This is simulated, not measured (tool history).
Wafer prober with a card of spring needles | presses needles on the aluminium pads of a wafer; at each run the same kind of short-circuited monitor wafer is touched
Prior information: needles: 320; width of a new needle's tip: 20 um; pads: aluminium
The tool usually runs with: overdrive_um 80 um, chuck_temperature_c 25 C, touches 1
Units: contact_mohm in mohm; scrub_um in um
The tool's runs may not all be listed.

{"run": 1, "hour": 0.0, "overdrive_um": 80, "chuck_temperature_c": 25, "touches": 1, "contact_mohm": 237, "scrub_um": 15.92}
{"hour": 11.7, "done": "tips cleaned on abrasive film"}
{"run": 2, "hour": 21.1, "overdrive_um": 80, "chuck_temperature_c": 25, "touches": 1, "contact_mohm": 228, "scrub_um": 15.88}
{"hour": 36.5, "done": "tips cleaned on abrasive film"}
{"run": 3, "hour": 38.1, "overdrive_um": 80, "chuck_temperature_c": 25, "touches": 1, "contact_mohm": 200, "scrub_um": 15.87}
{"run": 4, "hour": 54.7, "overdrive_um": 80, "chuck_temperature_c": 25, "touches": 2, "contact_mohm": 222, "scrub_um": 15.89}
{"hour": 61.7, "done": "tips cleaned on abrasive film"}
{"run": 5, "hour": 73.8, "overdrive_um": 80, "chuck_temperature_c": 117, "touches": 2, "contact_mohm": 234, "scrub_um": 15.87}
{"run": 6, "hour": 83.0, "overdrive_um": 80, "chuck_temperature_c": 117, "touches": 2, "contact_mohm": 234, "scrub_um": 15.88}
{"hour": 86.5, "done": "tips cleaned on abrasive film"}
{"hour": 86.8, "done": "height of the first contact set anew"}
{"run": 7, "hour": 94.3, "overdrive_um": 77, "chuck_temperature_c": 25, "touches": 1, "contact_mohm": 228, "scrub_um": 15.34}
{"hour": 110.9, "done": "tips cleaned on abrasive film"}
{"run": 8, "hour": 110.9, "overdrive_um": 80, "chuck_temperature_c": 25, "touches": 1, "contact_mohm": 186, "scrub_um": 15.93}
{"run": 9, "hour": 122.5, "overdrive_um": 80, "chuck_temperature_c": 25, "touches": 1, "contact_mohm": 235, "scrub_um": 15.94}
{"hour": 135.2, "done": "tips cleaned on abrasive film"}
{"run": 10, "hour": 135.3, "overdrive_um": 80, "chuck_temperature_c": 31, "touches": 1, "contact_mohm": 192, "scrub_um": 15.94}
{"run": 11, "hour": 147.8, "overdrive_um": 60, "chuck_temperature_c": 83, "touches": 2, "contact_mohm": 247, "scrub_um": 11.95}
{"hour": 160.8, "done": "tips cleaned on abrasive film"}
{"run": 12, "hour": 166.8, "overdrive_um": 60, "chuck_temperature_c": 83, "touches": 2, "contact_mohm": 231, "scrub_um": 11.95}
{"run": 13, "hour": 183.3, "overdrive_um": 80, "chuck_temperature_c": 38, "touches": 3, "contact_mohm": 207, "scrub_um": 15.9}
{"hour": 185.3, "done": "tips cleaned on abrasive film"}
{"run": 14, "hour": 198.9, "overdrive_um": 81, "chuck_temperature_c": 35, "touches": 2, "contact_mohm": 218, "scrub_um": 16.08}
{"hour": 209.8, "done": "tips cleaned on abrasive film"}
{"run": 15, "hour": 218.9, "overdrive_um": 76, "chuck_temperature_c": 26, "touches": 1, "contact_mohm": 235, "scrub_um": 15.12}

Predict the results of run 16:
{"run": 16, "hour": 228.4, "overdrive_um": 80, "chuck_temperature_c": 25, "touches": 3, "contact_mohm": "?", "scrub_um": "?"}

{"run 16": {"contact_mohm": 206, "scrub_um": 15.88}}
Had the tool carried no hidden state, the very same run would have given contact_mohm 184 mohm, scrub_um 15.93 um.

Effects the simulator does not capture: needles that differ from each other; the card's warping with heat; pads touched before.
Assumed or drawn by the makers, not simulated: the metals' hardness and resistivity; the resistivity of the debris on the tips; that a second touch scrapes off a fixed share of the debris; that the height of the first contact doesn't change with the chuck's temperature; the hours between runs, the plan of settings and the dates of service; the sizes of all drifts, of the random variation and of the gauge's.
